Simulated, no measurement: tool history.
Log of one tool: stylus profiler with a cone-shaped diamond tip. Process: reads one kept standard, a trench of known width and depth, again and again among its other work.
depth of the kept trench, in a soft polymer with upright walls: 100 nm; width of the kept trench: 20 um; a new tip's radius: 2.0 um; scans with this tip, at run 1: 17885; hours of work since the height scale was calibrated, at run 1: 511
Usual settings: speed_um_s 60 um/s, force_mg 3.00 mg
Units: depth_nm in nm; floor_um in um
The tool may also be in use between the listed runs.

run     day  speed_um_s  force_mg  scans with this tip  hours of work since the height scale was calibrated  depth_nm  floor_um
  1   0.000          60      3.00                17885                                                  511    101.79     18.19
  2   2.662          60      3.00                18350                                                  554    101.75     18.18
  3   3.925          60      3.00                18570                                                  574    101.78     18.17
  4   6.533          60      1.21                19026                                                  616    100.74     18.11
  5   8.171          60      3.00                19312                                                  642    101.61     18.15
  6  10.142          60      3.00                19656                                                  674    101.56     18.22
  7  11.433          60      3.00                19881                                                  694    101.65     18.19
  8  13.238          60      3.00                20196                                                  723    101.68     18.14
  9  14.404          60      3.00                20400                                                  742    101.50     18.19
 10  16.517          26      3.00                20768                                                  776    101.65     18.31
 11  18.983          26      3.00                21199                                                  816    101.39     18.25
 12  21.108          95      1.29                21570                                                  850    100.72     17.93
 13  22.675          18      3.92                21844                                                  875    101.81     18.24
 14  24.342          18      3.92                22135                                                  902    101.81     18.22
 15  25.742          41      4.46                22379                                                  924    102.04     18.26
 16  27.442          52      1.71                22676                                                  951    100.94     18.12
 17  29.029          52      1.71                22953                                                  977    100.88     18.14
 18  30.242         112      3.00                23165                                                  996    101.49     18.04
 19  31.575          41      2.01                23397                                                 1018    101.06     18.22
 20  33.433          60      8.09                23722                                                 1047    103.28     18.17
     33.854  -- new tip fitted, height scale calibrated
 21  34.817          95      1.08                  168                                                   15    101.04     18.37
 22  36.192          95      1.08                  408                                                   37    100.83     18.42

Some steps in depth_nm between neighbouring runs. How much of each would the tool show without its hidden state too (settings, what came in, random variation), and how much is left for the hidden state, with any gauge scatter that isn't in both results?
The hidden state here: radius of the tip, um; height scale over the true one, %; drift of the gauge itself on depth_nm, %; drift of the gauge itself on floor_um, %.
Run 1 -> 2: no setting changed, nothing entered. depth_nm -0.04 nm: hidden state -0.02, all else -0.02.
Run 19 -> 20: speed_um_s 41 -> 60, force_mg 2.01 -> 8.09. depth_nm +2.22 nm: hidden state -0.02, all else +2.24.
Run 20 -> 21: speed_um_s 60 -> 95, force_mg 8.09 -> 1.08, new tip fitted, height scale calibrated. depth_nm -2.24 nm: hidden state +0.43, all else -2.67.

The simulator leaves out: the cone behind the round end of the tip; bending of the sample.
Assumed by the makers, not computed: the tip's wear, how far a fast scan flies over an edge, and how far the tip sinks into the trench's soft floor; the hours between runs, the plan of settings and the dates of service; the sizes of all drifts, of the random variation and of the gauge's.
